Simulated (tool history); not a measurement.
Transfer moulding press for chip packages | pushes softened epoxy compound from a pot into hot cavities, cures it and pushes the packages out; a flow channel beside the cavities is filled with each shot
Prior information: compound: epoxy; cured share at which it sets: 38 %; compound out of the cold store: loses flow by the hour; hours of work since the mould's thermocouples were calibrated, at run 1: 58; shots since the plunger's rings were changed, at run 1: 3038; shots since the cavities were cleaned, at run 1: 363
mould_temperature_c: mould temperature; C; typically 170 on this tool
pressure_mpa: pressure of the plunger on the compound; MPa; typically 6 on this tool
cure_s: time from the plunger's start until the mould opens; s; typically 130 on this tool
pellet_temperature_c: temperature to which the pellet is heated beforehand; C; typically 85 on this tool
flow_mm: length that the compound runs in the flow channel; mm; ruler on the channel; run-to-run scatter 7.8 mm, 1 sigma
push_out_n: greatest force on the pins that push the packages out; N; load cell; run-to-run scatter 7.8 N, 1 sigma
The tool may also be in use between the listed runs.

run	day	mould_temperature_c	pressure_mpa	cure_s	pellet_temperature_c	hours of work since the mould's thermocouples were calibrated	shots since the plunger's rings were changed	shots since the cavities were cleaned	incoming compound's hours out of the cold store	flow_mm	push_out_n
1	0	170	6	130	85	58	3038	363	13.5	952	497
2	0.308	170	6	130	85	63	3107	432	33.2	870	490
3	0.654	170	6	130	85	68	3182	507	14.4	950	549
4	0.896	170	6	130	85	71	3236	561	32.5	885	533
# day 1.008: mould's thermocouples calibrated
5	1.321	169	6	130	85	4	3311	636	10.5	956	577
6	1.629	170	6	118	93	9	3379	704	19.5	920	620
7	1.95	178	4.74	142	88	13	3450	775	32	733	534
8	2.121	171	6.05	147	90	16	3487	812	21.8	914	531
9	2.346	170	5.82	153	85	19	3536	861	14.5	935	551
# day 2.662: cavities cleaned with cleaning compound and waxed
10	2.662	170	6	143	85	22	3592	0	15.6	932	326

Consider 3 possible next runs. They are alternatives, not a sequence: every one starts from the tool as it was left by run 10. What does each give?
A	2.858	174	6	130	85	25	3636	44	12.5	?	?
B	2.858	177	4.96	143	85	25	3636	44	36.1	?	?
C	2.858	162	6	158	85	25	3636	44	21.8	?	?

run	flow_mm	push_out_n
A	922	366
B	743	346
C	949	419
With the hidden condition removed and each run's random variation left untouched, the same runs would have given:
run	flow_mm	push_out_n
A	999	334
B	805	314
C	1029	387
